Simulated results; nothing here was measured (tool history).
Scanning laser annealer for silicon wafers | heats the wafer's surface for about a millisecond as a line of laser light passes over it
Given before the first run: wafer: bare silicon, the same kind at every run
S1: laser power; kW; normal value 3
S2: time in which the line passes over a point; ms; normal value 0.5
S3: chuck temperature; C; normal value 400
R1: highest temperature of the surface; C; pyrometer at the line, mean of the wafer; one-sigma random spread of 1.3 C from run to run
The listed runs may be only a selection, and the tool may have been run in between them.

run     day     S1     S2   S3    R1
  1       0      3    0.5  400  1133
  2   0.333  2.667    0.5  400  1055
  3   0.988  2.901    0.5  400  1108
  4   1.367  2.901  0.366  400   991
  5   1.692      3    0.5  400  1133
      1.888  -- window over the wafer cleaned
  6   2.367      3    0.5  400  1160
  7   2.833      3  0.534  400  1187
  8   3.338      3  0.534  400  1187
  9   3.983  3.152    0.5  400  1194
 10   4.392      3    0.5  400  1155
 11   5.058      3    0.5  400  1157
 12   5.483      3    0.5  400  1152
 13   5.942  2.645    0.5  400  1068
 14   6.454      3    0.5  429  1181
 15   7.129      3    0.5  429  1182
 16   7.821  2.572    0.5  429  1078
 17   8.208      3    0.5  391  1141
 18   8.683  2.749    0.5  400  1090
 19   8.983  2.749    0.5  400  1091
 20   9.521      3    0.5  415  1164
 21   9.904      3    0.5  415  1164
 22  10.583   3.17    0.5  403  1190
 23  11.108   3.17   0.53  391  1207
 24  11.508  2.787  0.414  380  1005
 25  12.133  2.787  0.414  380  1004
 26  12.746  2.787  0.414  380  1002
 27  13.129  2.787  0.414  439  1064
 28  13.442  2.787  0.414  439  1062
 29  14.096  3.083  0.428  411  1109
 30  14.404  2.911  0.445  400  1075
 31  14.742  2.911  0.445  400  1076
     15.304  -- optics aligned, line set to its width
 32  15.354  2.911  0.423  400  1064
 33  15.858  2.911  0.423  400  1062
 34  16.208  2.911  0.423  400  1064
 35  16.858  2.911  0.423  400  1063
 36  17.575  2.911  0.498  400  1129
 37  18.104  2.911  0.498  400  1125
 38  18.608  2.911  0.498  400  1123
 39  18.958  3.099  0.498  406  1176
 40  19.617  3.008  0.356  412  1031
 41  20.158  3.008  0.356  420  1036

Run by run, hidden condition taken away, random variation retained:
What the log doesn't record here: light that passes the window, % of a clean one's; laser's true power over the reading, %; width of the line over the set one, %; drift of the gauge itself on peak_c, C.
run    R1
  1  1167
  2  1086
  3  1142
  4  1020
  5  1169
  6  1169
  7  1197
  8  1197
  9  1206
 10  1166
 11  1170
 12  1164
 13  1080
 14  1195
 15  1196
 16  1091
 17  1157
 18  1105
 19  1106
 20  1181
 21  1182
 22  1209
 23  1227
 24  1021
 25  1021
 26  1020
 27  1081
 28  1080
 29  1130
 30  1096
 31  1097
 32  1078
 33  1077
 34  1078
 35  1078
 36  1146
 37  1143
 38  1142
 39  1197
 40  1048
 41  1053

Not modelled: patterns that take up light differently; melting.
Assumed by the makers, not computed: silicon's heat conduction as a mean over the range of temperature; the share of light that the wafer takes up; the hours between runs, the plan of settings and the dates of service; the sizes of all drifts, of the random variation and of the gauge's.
